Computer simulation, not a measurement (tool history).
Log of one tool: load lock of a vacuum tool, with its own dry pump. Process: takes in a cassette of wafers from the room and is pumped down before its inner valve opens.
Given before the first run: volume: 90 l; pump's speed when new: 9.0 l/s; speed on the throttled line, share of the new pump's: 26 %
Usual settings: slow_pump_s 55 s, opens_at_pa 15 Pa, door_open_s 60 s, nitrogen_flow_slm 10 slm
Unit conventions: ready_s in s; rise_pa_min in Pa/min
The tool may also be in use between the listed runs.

run    hour  slow_pump_s  opens_at_pa  door_open_s  nitrogen_flow_slm  incoming humidity of the room's air, %  ready_s  rise_pa_min
  1     0.0           55           15           60                 10                                    43.3    135.0        0.184
  2   372.8           55           15           60                 10                                    46.6    135.0        0.192
  3   644.9           50           15           60                 10                                    47.2    132.4        0.204
  4   824.8           50           15           60                 10                                    47.7    133.2        0.201
  5  1232.3           50           15           60                 10                                    41.9    132.3        0.207
  6  1474.0           50           15           60                 10                                    47.2    133.2        0.213
  7  1807.0           55           15           60                 10                                    45.5    137.0        0.226
  8  1991.2           55           15           60                 10                                    45.4    136.8        0.222
  9  2196.5           55           15           60                 10                                    42.9    136.8        0.230
 10  2364.9           32           13           94                  9                                    43.0    123.0        0.240
 11  2559.5           57           28           60                  7                                    46.4    132.7        0.237
 12  2939.2           57           28           31                  4                                    45.3    132.9        0.235
 13  3123.5           28           14           37                  7                                    45.6    119.7        0.238
 14  3538.2           68           21           37                  7                                    45.7    144.1        0.245
     3733.9  -- door's seal changed, seat wiped
 15  3802.5           68           21           37                  7                                    44.2    144.0        0.023
 16  4188.8           55           15           57                 10                                    46.0    139.7        0.031

Each row is a separate what-if for the run after 16, all from the same tool condition, not one after another. Results?
  A  4403.7           40           15           60                 18                                    43.1        ?            ?
  B  4403.7          103           15           76                 19                                    43.2        ?            ?
  C  4403.7           78           14           57                  8                                    46.7        ?            ?
  D  4403.7           59           15           54                  6                                    43.8        ?            ?
  E  4403.7           48           15           30                 10                                    45.8        ?            ?

run  ready_s  rise_pa_min
  A    129.3        0.020
  B    173.7        0.028
  C    156.5        0.033
  D    142.1        0.026
  E    134.7        0.021
With no hidden state in the tool, these same runs would have given:
run  ready_s  rise_pa_min
  A    118.7        0.018
  B    165.3        0.026
  C    147.0        0.031
  D    132.2        0.024
  E    124.3        0.019

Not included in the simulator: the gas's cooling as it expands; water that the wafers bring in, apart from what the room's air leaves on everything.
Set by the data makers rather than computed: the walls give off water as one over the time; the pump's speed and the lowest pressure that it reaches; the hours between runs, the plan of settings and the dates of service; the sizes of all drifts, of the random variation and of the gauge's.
